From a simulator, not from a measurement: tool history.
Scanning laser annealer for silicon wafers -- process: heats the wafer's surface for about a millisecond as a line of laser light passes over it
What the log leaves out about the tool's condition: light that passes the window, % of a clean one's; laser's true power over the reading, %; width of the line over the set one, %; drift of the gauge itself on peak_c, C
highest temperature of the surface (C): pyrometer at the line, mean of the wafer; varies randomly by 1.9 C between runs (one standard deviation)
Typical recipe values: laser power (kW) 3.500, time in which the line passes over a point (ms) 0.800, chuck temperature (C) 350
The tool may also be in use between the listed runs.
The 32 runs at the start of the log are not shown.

| run | day | laser power (kW) | time in which the line passes over a point (ms) | chuck temperature (C) | hours of work since the window was cleaned | hours of work since the power meter was calibrated | hours of work since the optics were aligned | highest temperature of the surface (C) |
|---|---|---|---|---|---|---|---|---|
| 33 | 30.721 | 3.258 | 0.800 | 318 | 40 | 428 | 1038 | 1054 |
| 34 | 31.333 | 3.553 | 0.800 | 337 | 49 | 437 | 1047 | 1134 |
| 35 | 31.988 | 3.553 | 0.800 | 337 | 58 | 446 | 1056 | 1134 |
| 36 | 33.212 | 3.553 | 0.800 | 337 | 75 | 463 | 1073 | 1133 |
| 37 | 34.204 | 3.500 | 0.973 | 386 | 89 | 477 | 1087 | 1270 |
| 38 | 35.104 | 3.535 | 0.594 | 324 | 101 | 490 | 1100 | 986 |
| 39 | 36.129 | 3.657 | 0.637 | 319 | 116 | 504 | 1114 | 1032 |
| 40 | 36.808 | 3.657 | 0.637 | 319 | 125 | 513 | 1123 | 1032 |

Branching from run 40: 5 alternative next runs. What would each branch give?
| A | 37.358 | 3.813 | 0.910 | 364 | 133 | 521 | 1131 | ? |
| B | 37.358 | 3.500 | 0.844 | 381 | 133 | 521 | 1131 | ? |
| C | 37.358 | 3.500 | 0.833 | 350 | 133 | 521 | 1131 | ? |
| D | 37.358 | 3.526 | 0.979 | 316 | 133 | 521 | 1131 | ? |
| E | 37.358 | 3.657 | 0.637 | 374 | 133 | 521 | 1131 | ? |

| run | highest temperature of the surface (C) |
|---|---|
| A | 1277 |
| B | 1190 |
| C | 1152 |
| D | 1201 |
| E | 1084 |
Without the tool's hidden state the same runs would have given:
| run | highest temperature of the surface (C) |
|---|---|
| A | 1297 |
| B | 1207 |
| C | 1169 |
| D | 1220 |
| E | 1099 |
